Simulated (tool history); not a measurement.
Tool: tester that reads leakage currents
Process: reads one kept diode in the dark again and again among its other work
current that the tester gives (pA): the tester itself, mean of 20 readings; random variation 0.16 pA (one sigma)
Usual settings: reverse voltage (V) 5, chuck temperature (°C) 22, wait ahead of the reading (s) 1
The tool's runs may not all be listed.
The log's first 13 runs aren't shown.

| run | hour | reverse voltage (V) | chuck temperature (°C) | wait ahead of the reading (s) | hours of work since the probe card was cleaned | hours of work since the tester was calibrated | hours of work since the chuck was calibrated | current that the tester gives (pA) |
|---|---|---|---|---|---|---|---|---|
| 14 | 503.4 | 5 | 22 | 1 | 655 | 1701 | 223 | 47.95 |
| 15 | 531.1 | 5 | 22 | 1 | 670 | 1716 | 237 | 47.82 |
| 16 | 569.8 | 5 | 22 | 1.13 | 691 | 1737 | 258 | 47.55 |
| 17 | 598.1 | 5 | 22 | 0.53 | 706 | 1752 | 273 | 47.74 |
| 18 | 626.4 | 5 | 55 | 0.69 | 721 | 1767 | 288 | 688.47 |
| 19 | 660.8 | 9.95 | 22 | 2.24 | 739 | 1785 | 307 | 66.31 |
| 20 | 703.4 | 1.03 | 22 | 4.86 | 762 | 1808 | 329 | 21.38 |
| 21 | 732.4 | 5.11 | 21 | 1.24 | 778 | 1823 | 345 | 43.36 |
| 22 | 777.1 | 5.11 | 21 | 1.36 | 801 | 1847 | 369 | 42.98 |
| 23 | 810.5 | 8.9 | 35 | 0.95 | 819 | 1865 | 386 | 181.81 |
| 24 | 851.5 | 5.12 | 52 | 5.8 | 841 | 1887 | 408 | 536.92 |
| 25 | 882.2 | 5.12 | 52 | 5.8 | 857 | 1903 | 425 | 532.01 |
| 26 | 924.8 | 3.48 | 29 | 1 | 880 | 1926 | 447 | 68.29 |
| 27 | 950.1 | 3.19 | 29 | 5 | 894 | 1940 | 461 | 65.02 |
| 28 | 983.5 | 3.19 | 29 | 5 | 912 | 1957 | 479 | 64.35 |
| 29 | 1025.5 | 3.19 | 29 | 5 | 934 | 1980 | 501 | 64.12 |
|  | 1037.3 | chuck's temperature calibrated |
| 30 | 1049 | 1.37 | 22 | 1 | 945 | 1991 | 6 | 28 |
| 31 | 1099.1 | 5 | 22 | 7.85 | 972 | 2018 | 33 | 51.87 |

5 ways to go on from here, each from the tool as it stands after run 31. What would each give?
| A | 1134.1 | 5 | 22 | 7.85 | 991 | 2037 | 52 | ? |
| B | 1134.1 | 5.23 | 28 | 1.17 | 991 | 2037 | 52 | ? |
| C | 1134.1 | 14.03 | 52 | 0.31 | 991 | 2037 | 52 | ? |
| D | 1134.1 | 5 | 22 | 0.46 | 991 | 2037 | 52 | ? |
| E | 1134.1 | 11.62 | 22 | 0.91 | 991 | 2037 | 52 | ? |

| run | current that the tester gives (pA) |
|---|---|
| A | 51.65 |
| B | 87.85 |
| C | 964.6 |
| D | 53.15 |
| E | 82.01 |
Without the tool's hidden state the same runs would have given:
| run | current that the tester gives (pA) |
|---|---|
| A | 48.75 |
| B | 85.69 |
| C | 975.32 |
| D | 50.24 |
| E | 74.11 |

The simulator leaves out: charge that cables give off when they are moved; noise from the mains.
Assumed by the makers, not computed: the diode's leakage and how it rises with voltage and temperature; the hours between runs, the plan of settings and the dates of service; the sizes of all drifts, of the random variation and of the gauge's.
